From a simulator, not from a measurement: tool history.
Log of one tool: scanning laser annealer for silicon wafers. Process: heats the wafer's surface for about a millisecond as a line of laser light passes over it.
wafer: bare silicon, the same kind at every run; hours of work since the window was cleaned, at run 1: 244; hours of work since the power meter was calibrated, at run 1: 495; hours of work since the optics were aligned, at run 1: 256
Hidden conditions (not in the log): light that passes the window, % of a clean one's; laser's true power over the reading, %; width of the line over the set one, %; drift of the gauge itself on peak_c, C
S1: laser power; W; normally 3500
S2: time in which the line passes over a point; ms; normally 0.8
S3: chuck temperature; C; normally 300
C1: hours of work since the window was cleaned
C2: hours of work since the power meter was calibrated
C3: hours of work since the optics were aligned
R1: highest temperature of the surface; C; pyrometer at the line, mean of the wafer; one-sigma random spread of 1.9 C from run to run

| run | hour | S1 | S2 | S3 | C1 | C2 | C3 | R1 |
|---|---|---|---|---|---|---|---|---|
| 1 | 0 | 3500 | 0.8 | 300 | 244 | 495 | 256 | 1087 |
| 2 | 17.8 | 3500 | 0.8 | 300 | 252 | 503 | 264 | 1087 |
| 3 | 40 | 3500 | 0.8 | 310 | 262 | 514 | 274 | 1093 |
| 4 | 60.6 | 3036 | 0.8 | 300 | 272 | 523 | 284 | 965 |
| 5 | 74.2 | 3500 | 0.8 | 300 | 278 | 529 | 290 | 1083 |
| 6 | 94.5 | 3500 | 0.8 | 300 | 287 | 538 | 299 | 1085 |
| 7 | 115.2 | 3500 | 0.8 | 300 | 297 | 548 | 308 | 1082 |
| 8 | 131.6 | 3500 | 0.8 | 300 | 304 | 555 | 316 | 1084 |
| 9 | 147.6 | 3500 | 0.8 | 300 | 311 | 563 | 323 | 1080 |
| 10 | 159.1 | 3227 | 0.8 | 300 | 317 | 568 | 328 | 1009 |
| 11 | 178.8 | 3227 | 0.8 | 300 | 326 | 577 | 337 | 1009 |
| 12 | 206.6 | 3227 | 0.8 | 300 | 338 | 589 | 350 | 1010 |
| 13 | 219.7 | 3227 | 0.8 | 300 | 344 | 595 | 356 | 1009 |
| 14 | 242.4 | 3500 | 0.791 | 300 | 355 | 606 | 366 | 1072 |
| 15 | 262.1 | 3072 | 0.8 | 300 | 364 | 615 | 375 | 968 |
| 16 | 275.5 | 3072 | 0.8 | 300 | 370 | 621 | 381 | 967 |
| 17 | 288.1 | 3072 | 0.8 | 300 | 375 | 627 | 387 | 967 |
| 18 | 314.8 | 3072 | 0.8 | 300 | 388 | 639 | 399 | 963 |
| 19 | 329.9 | 3072 | 0.8 | 300 | 394 | 646 | 406 | 963 |
| 20 | 344.4 | 3500 | 0.8 | 300 | 401 | 652 | 413 | 1071 |
| 21 | 360.7 | 3500 | 0.619 | 266 | 408 | 660 | 420 | 956 |
| 22 | 386 | 3500 | 0.619 | 266 | 420 | 671 | 432 | 953 |
| 23 | 404 | 3500 | 0.8 | 327 | 428 | 679 | 440 | 1100 |
| 24 | 422.4 | 3500 | 0.8 | 327 | 437 | 688 | 448 | 1097 |
| 25 | 447.7 | 3500 | 0.863 | 334 | 448 | 699 | 460 | 1128 |
| 26 | 473 | 3500 | 0.863 | 334 | 460 | 711 | 471 | 1131 |
| 27 | 491.1 | 3631 | 0.677 | 330 | 468 | 719 | 480 | 1075 |
| 28 | 506.3 | 2981 | 0.637 | 300 | 475 | 726 | 487 | 876 |
| 29 | 525.4 | 3278 | 0.8 | 311 | 483 | 735 | 495 | 1020 |
| 30 | 548.9 | 3278 | 0.8 | 311 | 494 | 745 | 506 | 1021 |
| 31 | 567.7 | 3781 | 0.778 | 300 | 503 | 754 | 515 | 1129 |
| 32 | 580.6 | 3290 | 0.8 | 321 | 509 | 760 | 520 | 1032 |
| 33 | 594.1 | 3290 | 0.701 | 321 | 515 | 766 | 527 | 991 |
| 34 | 617.8 | 3290 | 0.701 | 321 | 526 | 777 | 537 | 989 |
| 35 | 632 | 3290 | 0.701 | 321 | 532 | 783 | 544 | 989 |
|  | 655 | window over the wafer cleaned |
| 36 | 661.4 | 3290 | 0.701 | 321 | 3 | 796 | 556 | 1014 |
| 37 | 680.6 | 3634 | 0.828 | 300 | 12 | 804 | 565 | 1137 |
| 38 | 706.7 | 3500 | 0.665 | 329 | 24 | 816 | 577 | 1055 |
| 39 | 721.3 | 3164 | 0.654 | 300 | 30 | 823 | 584 | 939 |
| 40 | 749.2 | 3164 | 0.654 | 300 | 43 | 836 | 596 | 941 |

4 ways to go on from here, each from the tool as it stands after run 40. What would each give?
| A | 772.9 | 3700 | 0.672 | 304 | 54 | 846 | 607 | ? |
| B | 772.9 | 3500 | 0.929 | 287 | 54 | 846 | 607 | ? |
| C | 772.9 | 3164 | 0.654 | 271 | 54 | 846 | 607 | ? |
| D | 772.9 | 3500 | 0.787 | 266 | 54 | 846 | 607 | ? |

| run | R1 |
|---|---|
| A | 1081 |
| B | 1125 |
| C | 911 |
| D | 1047 |
The same runs, with their run-to-run variation unchanged, on a tool lacking any hidden condition would have given:
| run | R1 |
|---|---|
| A | 1101 |
| B | 1146 |
| C | 927 |
| D | 1066 |
